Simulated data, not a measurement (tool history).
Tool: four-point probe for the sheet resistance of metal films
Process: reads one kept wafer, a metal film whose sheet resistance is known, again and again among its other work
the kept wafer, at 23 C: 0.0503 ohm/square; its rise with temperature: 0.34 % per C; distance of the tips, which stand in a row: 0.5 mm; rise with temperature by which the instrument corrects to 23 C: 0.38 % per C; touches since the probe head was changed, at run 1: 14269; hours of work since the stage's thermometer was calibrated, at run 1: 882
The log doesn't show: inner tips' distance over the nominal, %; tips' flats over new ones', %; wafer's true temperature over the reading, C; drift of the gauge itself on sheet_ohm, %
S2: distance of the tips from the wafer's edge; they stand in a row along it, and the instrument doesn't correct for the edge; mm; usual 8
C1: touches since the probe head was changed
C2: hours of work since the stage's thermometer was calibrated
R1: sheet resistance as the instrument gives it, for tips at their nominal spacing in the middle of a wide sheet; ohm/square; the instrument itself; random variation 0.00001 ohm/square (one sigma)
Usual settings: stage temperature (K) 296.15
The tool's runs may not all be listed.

{"run": 1, "hour": 0.0, "stage temperature (K)": 296.15, "S2": 8, "C1": 14269, "C2": 882, "R1": 0.050332}
{"run": 2, "hour": 48.7, "stage temperature (K)": 296.15, "S2": 8, "C1": 16429, "C2": 914, "R1": 0.05035}
{"run": 3, "hour": 103.1, "stage temperature (K)": 296.15, "S2": 8, "C1": 18841, "C2": 950, "R1": 0.050325}
{"run": 4, "hour": 145.1, "stage temperature (K)": 296.15, "S2": 8, "C1": 20701, "C2": 977, "R1": 0.050307}
{"run": 5, "hour": 187.5, "stage temperature (K)": 296.15, "S2": 8, "C1": 22580, "C2": 1005, "R1": 0.050295}
{"run": 6, "hour": 217.2, "stage temperature (K)": 296.15, "S2": 8, "C1": 23896, "C2": 1024, "R1": 0.050305}
{"run": 7, "hour": 257.6, "stage temperature (K)": 296.15, "S2": 8, "C1": 25691, "C2": 1051, "R1": 0.050281}
{"run": 8, "hour": 305.0, "stage temperature (K)": 296.15, "S2": 8, "C1": 27790, "C2": 1082, "R1": 0.050277}
{"run": 9, "hour": 361.4, "stage temperature (K)": 296.15, "S2": 8, "C1": 30291, "C2": 1119, "R1": 0.050267}
{"run": 10, "hour": 398.3, "stage temperature (K)": 296.15, "S2": 8, "C1": 31927, "C2": 1143, "R1": 0.050257}
{"run": 11, "hour": 443.0, "stage temperature (K)": 307.15, "S2": 41, "C1": 33911, "C2": 1173, "R1": 0.049922}
{"run": 12, "hour": 486.0, "stage temperature (K)": 299.15, "S2": 45, "C1": 35815, "C2": 1201, "R1": 0.050066}
{"run": 13, "hour": 521.7, "stage temperature (K)": 304.15, "S2": 29, "C1": 37398, "C2": 1225, "R1": 0.049931}
{"hour": 524.7, "done": "stage's thermometer calibrated"}
{"run": 14, "hour": 564.4, "stage temperature (K)": 304.15, "S2": 29, "C1": 39271, "C2": 26, "R1": 0.0499}
{"run": 15, "hour": 604.2, "stage temperature (K)": 297.15, "S2": 55, "C1": 41037, "C2": 52, "R1": 0.05005}
{"run": 16, "hour": 628.2, "stage temperature (K)": 293.15, "S2": 5, "C1": 42099, "C2": 68, "R1": 0.050403}
{"run": 17, "hour": 661.1, "stage temperature (K)": 296.15, "S2": 3, "C1": 43556, "C2": 90, "R1": 0.050806}
{"run": 18, "hour": 687.0, "stage temperature (K)": 306.15, "S2": 5, "C1": 44705, "C2": 107, "R1": 0.050105}

Forecast each of these 4 alternatives for the next run:
{"run": "A", "hour": 717.4, "stage temperature (K)": 304.15, "S2": 60, "C1": 46052, "C2": 127, "R1": "?"}
{"run": "B", "hour": 717.4, "stage temperature (K)": 304.15, "S2": 9, "C1": 46052, "C2": 127, "R1": "?"}
{"run": "C", "hour": 717.4, "stage temperature (K)": 296.15, "S2": 5, "C1": 46052, "C2": 127, "R1": "?"}
{"run": "D", "hour": 717.4, "stage temperature (K)": 299.15, "S2": 13, "C1": 46052, "C2": 127, "R1": "?"}

run=A R1=0.04987
run=B R1=0.049955
run=C R1=0.050332
run=D R1=0.050026
Without the tool's hidden state the same runs would have given:
run=A R1=0.050112
run=B R1=0.050198
run=C R1=0.05058
run=D R1=0.05027

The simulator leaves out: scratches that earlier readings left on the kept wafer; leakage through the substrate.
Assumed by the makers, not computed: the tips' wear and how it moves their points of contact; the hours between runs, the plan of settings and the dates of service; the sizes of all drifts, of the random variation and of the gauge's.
